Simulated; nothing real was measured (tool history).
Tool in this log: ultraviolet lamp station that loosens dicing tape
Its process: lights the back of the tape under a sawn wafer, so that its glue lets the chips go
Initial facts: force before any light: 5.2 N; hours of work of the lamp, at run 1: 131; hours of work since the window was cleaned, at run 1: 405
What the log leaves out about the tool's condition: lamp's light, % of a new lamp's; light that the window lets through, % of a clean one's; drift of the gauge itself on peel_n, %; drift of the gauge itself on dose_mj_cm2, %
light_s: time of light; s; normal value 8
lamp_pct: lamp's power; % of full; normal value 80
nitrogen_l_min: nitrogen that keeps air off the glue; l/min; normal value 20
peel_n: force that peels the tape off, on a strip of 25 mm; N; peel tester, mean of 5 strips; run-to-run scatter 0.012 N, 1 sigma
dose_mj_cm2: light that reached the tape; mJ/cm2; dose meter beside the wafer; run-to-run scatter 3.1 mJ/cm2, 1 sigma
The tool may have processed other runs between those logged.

run	hour	light_s	lamp_pct	nitrogen_l_min	hours of work of the lamp	hours of work since the window was cleaned	peel_n	dose_mj_cm2
1	0	8	80	20	131	405	0.676	425
2	54.7	5	80	20	171	445	1.41	259
3	108.3	5	80	28	211	485	1.306	256
4	156.3	5	80	28	246	520	1.344	252
# hour 162.9: window cleaned of glue's vapour
5	241.6	5	80	28	309	58	1.178	268
6	284.8	5	80	28	340	90	1.212	267
7	371.4	8	80	20	404	154	0.699	417
8	462.7	8	80	20	472	221	0.727	411
9	511.4	8	80	20	508	257	0.759	395
10	590.2	8	80	8	566	315	1.155	398
11	645.9	8	80	8	607	356	1.187	387
12	732	8	80	8	670	420	1.199	375
13	810.4	8	80	8	728	478	1.254	362
# hour 871.9: window cleaned of glue's vapour
14	880.8	8	80	8	780	7	1.155	394
15	944.7	8	80	8	827	54	1.151	384
16	999.9	8	80	8	868	94	1.203	381
17	1056.3	8	80	30	909	136	0.698	370
18	1133.4	8	80	20	966	193	0.875	363
19	1181.5	8	80	20	1002	228	0.889	360
20	1250.6	8	80	20	1053	279	0.904	353
21	1342	5	80	20	1120	347	1.773	209
22	1403.8	6	61	20	1166	392	1.945	193
23	1449.8	12	61	25	1200	426	0.807	378
24	1515.7	6	76	20	1248	475	1.657	227
# hour 1582: window cleaned of glue's vapour
25	1588.9	6	73	13	1302	5	1.76	238
26	1629.7	6	73	13	1332	35	1.73	235
27	1720.1	6	73	13	1399	102	1.861	231
28	1758.3	6	73	13	1427	130	1.862	226
29	1843.7	6	73	13	1490	193	1.891	219
30	1910.5	9	81	16	1539	242	0.965	356
31	1996.1	5	81	13	1602	305	2.179	195
32	2060.4	4	81	21	1650	353	2.335	152
33	2137.9	10	68	6	1707	410	1.711	304
34	2213.8	10	68	6	1763	466	1.81	298
35	2266.6	6	78	7	1802	505	2.358	199
# hour 2292.8: window cleaned of glue's vapour
# hour 2309.2: lamp changed
36	2355	14	67	26	34	45	0.285	667
37	2412.5	7	84	26	76	88	0.663	414
38	2475.4	8	81	20	123	134	0.614	445
39	2552	8	69	13	179	190	0.99	379
40	2618.7	14	80	20	228	240	0.264	747
41	2674.3	10	86	24	269	281	0.389	565
42	2721.5	7	100	20	304	316	0.613	457

Below are 4 alternative next runs, each starting from the tool's condition after run 42. Predict each:
A	2765.2	7	100	11	336	348	?	?
B	2765.2	4	63	27	336	348	?	?
C	2765.2	10	80	7	336	348	?	?
D	2765.2	10	91	39	336	348	?	?

run	peel_n	dose_mj_cm2
A	0.812	448
B	2.173	162
C	0.827	509
D	0.311	576
Without the tool's hidden state the same runs would have given:
run	peel_n	dose_mj_cm2
A	0.641	517
B	1.907	186
C	0.654	586
D	0.254	664
